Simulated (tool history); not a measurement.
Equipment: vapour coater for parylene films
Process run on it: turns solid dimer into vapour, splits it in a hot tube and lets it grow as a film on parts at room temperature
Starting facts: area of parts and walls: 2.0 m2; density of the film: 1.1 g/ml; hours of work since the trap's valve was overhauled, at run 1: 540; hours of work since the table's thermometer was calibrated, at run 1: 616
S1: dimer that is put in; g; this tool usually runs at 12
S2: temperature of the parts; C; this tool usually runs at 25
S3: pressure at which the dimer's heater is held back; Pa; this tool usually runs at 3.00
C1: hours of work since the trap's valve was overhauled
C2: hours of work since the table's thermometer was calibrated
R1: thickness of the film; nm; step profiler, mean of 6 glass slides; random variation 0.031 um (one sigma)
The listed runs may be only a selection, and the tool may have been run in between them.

| run | day | S1 | S2 | S3 | C1 | C2 | R1 |
|---|---|---|---|---|---|---|---|
| 1 | 0.000 | 12 | 25 | 3.00 | 540 | 616 | 2970 |
| 2 | 1.300 | 12 | 20 | 3.00 | 565 | 641 | 3300 |
| 3 | 2.596 | 12 | 20 | 3.00 | 589 | 665 | 3250 |
| 4 | 4.108 | 12 | 20 | 3.00 | 618 | 694 | 3230 |
| 5 | 6.438 | 12 | 20 | 3.00 | 662 | 738 | 3180 |
| 6 | 7.879 | 12 | 25 | 3.00 | 689 | 765 | 2940 |
|  | 8.212 | trap's valve overhauled |
| 7 | 9.671 | 12 | 25 | 3.00 | 28 | 796 | 2900 |
| 8 | 11.225 | 12 | 25 | 7.58 | 57 | 825 | 2380 |
| 9 | 12.604 | 9 | 25 | 7.58 | 83 | 851 | 1770 |
| 10 | 14.446 | 9 | 25 | 7.58 | 118 | 886 | 1800 |
| 11 | 15.704 | 12 | 25 | 3.00 | 142 | 910 | 2940 |
| 12 | 17.250 | 12 | 25 | 3.00 | 171 | 939 | 2950 |
| 13 | 18.933 | 12 | 25 | 3.00 | 203 | 971 | 2970 |
| 14 | 20.858 | 12 | 25 | 3.00 | 239 | 1008 | 3030 |
| 15 | 21.938 | 12 | 25 | 3.00 | 260 | 1028 | 2920 |
| 16 | 23.075 | 12 | 25 | 3.00 | 281 | 1050 | 3020 |
| 17 | 24.717 | 12 | 25 | 3.00 | 312 | 1081 | 2930 |
| 18 | 26.958 | 12 | 25 | 3.00 | 355 | 1123 | 2900 |
| 19 | 28.992 | 12 | 25 | 3.00 | 393 | 1162 | 2980 |
| 20 | 30.729 | 12 | 36 | 3.00 | 426 | 1195 | 2380 |
| 21 | 31.858 | 12 | 36 | 3.00 | 448 | 1216 | 2350 |
| 22 | 33.642 | 12 | 25 | 8.45 | 481 | 1250 | 2310 |
| 23 | 35.317 | 12 | 25 | 8.45 | 513 | 1281 | 2360 |
| 24 | 37.596 | 12 | 25 | 11.84 | 556 | 1325 | 2130 |
| 25 | 38.671 | 12 | 21 | 3.00 | 577 | 1345 | 3210 |

Run 26 has not been measured yet. What should we expect?
| 26 | 39.996 | 15 | 17 | 6.73 | 602 | 1370 | ? |

Run 26 gave R1 3570 nm.
Had the tool carried no hidden state, the very same run would have given R1 3590 nm.
